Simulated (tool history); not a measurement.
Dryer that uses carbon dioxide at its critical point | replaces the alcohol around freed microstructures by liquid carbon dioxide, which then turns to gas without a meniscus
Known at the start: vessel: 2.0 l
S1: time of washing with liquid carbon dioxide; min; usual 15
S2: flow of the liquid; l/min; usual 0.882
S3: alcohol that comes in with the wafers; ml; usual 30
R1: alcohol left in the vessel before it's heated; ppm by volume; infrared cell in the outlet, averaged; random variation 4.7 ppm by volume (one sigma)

{"run": 1, "hour": 0.0, "S1": 15, "S2": 0.882, "S3": 30, "R1": 28}
{"run": 2, "hour": 11.6, "S1": 15, "S2": 0.882, "S3": 58, "R1": 51}
{"run": 3, "hour": 29.1, "S1": 15, "S2": 0.882, "S3": 58, "R1": 60}
{"run": 4, "hour": 40.4, "S1": 15, "S2": 0.882, "S3": 58, "R1": 60}
{"run": 5, "hour": 62.6, "S1": 15, "S2": 0.882, "S3": 24, "R1": 26}
{"run": 6, "hour": 71.9, "S1": 15, "S2": 0.882, "S3": 24, "R1": 31}
{"run": 7, "hour": 87.6, "S1": 15, "S2": 0.882, "S3": 24, "R1": 36}
{"run": 8, "hour": 98.8, "S1": 15, "S2": 0.882, "S3": 24, "R1": 40}
{"run": 9, "hour": 119.1, "S1": 12, "S2": 0.882, "S3": 30, "R1": 98}
{"run": 10, "hour": 138.5, "S1": 12, "S2": 0.882, "S3": 30, "R1": 98}
{"run": 11, "hour": 151.0, "S1": 12, "S2": 0.882, "S3": 30, "R1": 116}
{"run": 12, "hour": 164.5, "S1": 15, "S2": 0.882, "S3": 30, "R1": 40}
{"run": 13, "hour": 174.7, "S1": 18, "S2": 0.882, "S3": 30, "R1": 21}
{"run": 14, "hour": 184.6, "S1": 18, "S2": 0.882, "S3": 30, "R1": 25}
{"run": 15, "hour": 199.7, "S1": 15, "S2": 0.882, "S3": 30, "R1": 49}
{"run": 16, "hour": 214.3, "S1": 15, "S2": 0.882, "S3": 30, "R1": 57}
{"run": 17, "hour": 231.2, "S1": 15, "S2": 0.882, "S3": 77, "R1": 97}
{"run": 18, "hour": 251.6, "S1": 15, "S2": 0.882, "S3": 30, "R1": 53}
{"run": 19, "hour": 266.0, "S1": 16, "S2": 0.882, "S3": 30, "R1": 44}
{"run": 20, "hour": 277.0, "S1": 15, "S2": 0.882, "S3": 30, "R1": 54}
{"run": 21, "hour": 298.7, "S1": 15, "S2": 0.634, "S3": 30, "R1": 197}
{"run": 22, "hour": 315.0, "S1": 15, "S2": 0.634, "S3": 30, "R1": 185}
{"run": 23, "hour": 330.4, "S1": 15, "S2": 0.634, "S3": 30, "R1": 188}
{"run": 24, "hour": 352.1, "S1": 15, "S2": 0.882, "S3": 30, "R1": 55}
{"run": 25, "hour": 374.3, "S1": 9, "S2": 1.461, "S3": 23, "R1": 44}
{"run": 26, "hour": 396.5, "S1": 9, "S2": 1.461, "S3": 23, "R1": 64}
{"run": 27, "hour": 408.5, "S1": 9, "S2": 0.649, "S3": 23, "R1": 755}
{"run": 28, "hour": 417.9, "S1": 10, "S2": 0.665, "S3": 23, "R1": 522}
{"run": 29, "hour": 434.8, "S1": 15, "S2": 0.882, "S3": 32, "R1": 63}
{"run": 30, "hour": 450.4, "S1": 15, "S2": 0.882, "S3": 32, "R1": 62}
{"run": 31, "hour": 469.0, "S1": 21, "S2": 1.045, "S3": 84, "R1": 39}
{"run": 32, "hour": 482.0, "S1": 17, "S2": 0.882, "S3": 21, "R1": 52}
{"run": 33, "hour": 503.1, "S1": 13, "S2": 0.767, "S3": 30, "R1": 179}
{"run": 34, "hour": 512.4, "S1": 13, "S2": 0.767, "S3": 30, "R1": 177}
{"run": 35, "hour": 532.6, "S1": 14, "S2": 1.09, "S3": 41, "R1": 57}
{"run": 36, "hour": 542.6, "S1": 14, "S2": 1.09, "S3": 41, "R1": 59}
{"run": 37, "hour": 557.4, "S1": 11, "S2": 0.882, "S3": 30, "R1": 196}
{"run": 38, "hour": 572.0, "S1": 11, "S2": 0.882, "S3": 30, "R1": 206}
{"run": 39, "hour": 589.4, "S1": 11, "S2": 0.882, "S3": 30, "R1": 211}
{"run": 40, "hour": 599.6, "S1": 16, "S2": 1.06, "S3": 79, "R1": 54}
{"hour": 603.7, "done": "inlet filter changed"}
{"run": 41, "hour": 617.0, "S1": 16, "S2": 1.06, "S3": 79, "R1": 55}
{"run": 42, "hour": 630.3, "S1": 15, "S2": 1.043, "S3": 30, "R1": 51}
{"run": 43, "hour": 648.1, "S1": 14, "S2": 1.043, "S3": 28, "R1": 47}
{"run": 44, "hour": 663.0, "S1": 19, "S2": 1.043, "S3": 77, "R1": 57}
{"run": 45, "hour": 680.0, "S1": 19, "S2": 1.043, "S3": 77, "R1": 50}
{"run": 46, "hour": 696.4, "S1": 19, "S2": 1.043, "S3": 77, "R1": 57}
{"run": 47, "hour": 706.1, "S1": 13, "S2": 0.882, "S3": 24, "R1": 90}
{"run": 48, "hour": 725.1, "S1": 13, "S2": 0.882, "S3": 24, "R1": 101}

Measured less the same run without the tool's hidden state. The same run-to-run variation is in both; the gauge's scatter may not be:
The hidden state here: flow that reaches the vessel past the clogged filter, %; alcohol in the recycled carbon dioxide, ppm; drift of the gauge itself on alcohol_ppm, %.
run=1 R1=+6
run=2 R1=+9
run=3 R1=+11
run=4 R1=+13
run=5 R1=+10
run=6 R1=+10
run=7 R1=+12
run=8 R1=+12
run=9 R1=+23
run=10 R1=+24
run=11 R1=+25
run=12 R1=+17
run=13 R1=+16
run=14 R1=+16
run=15 R1=+20
run=16 R1=+22
run=17 R1=+32
run=18 R1=+24
run=19 R1=+23
run=20 R1=+26
run=21 R1=+48
run=22 R1=+51
run=23 R1=+51
run=24 R1=+31
run=25 R1=+31
run=26 R1=+33
run=27 R1=+120
run=28 R1=+101
run=29 R1=+37
run=30 R1=+39
run=31 R1=+33
run=32 R1=+36
run=33 R1=+67
run=34 R1=+67
run=35 R1=+40
run=36 R1=+42
run=37 R1=+75
run=38 R1=+77
run=39 R1=+81
run=40 R1=+45
run=41 R1=+42
run=42 R1=+41
run=43 R1=+43
run=44 R1=+43
run=45 R1=+45
run=46 R1=+46
run=47 R1=+48
run=48 R1=+49
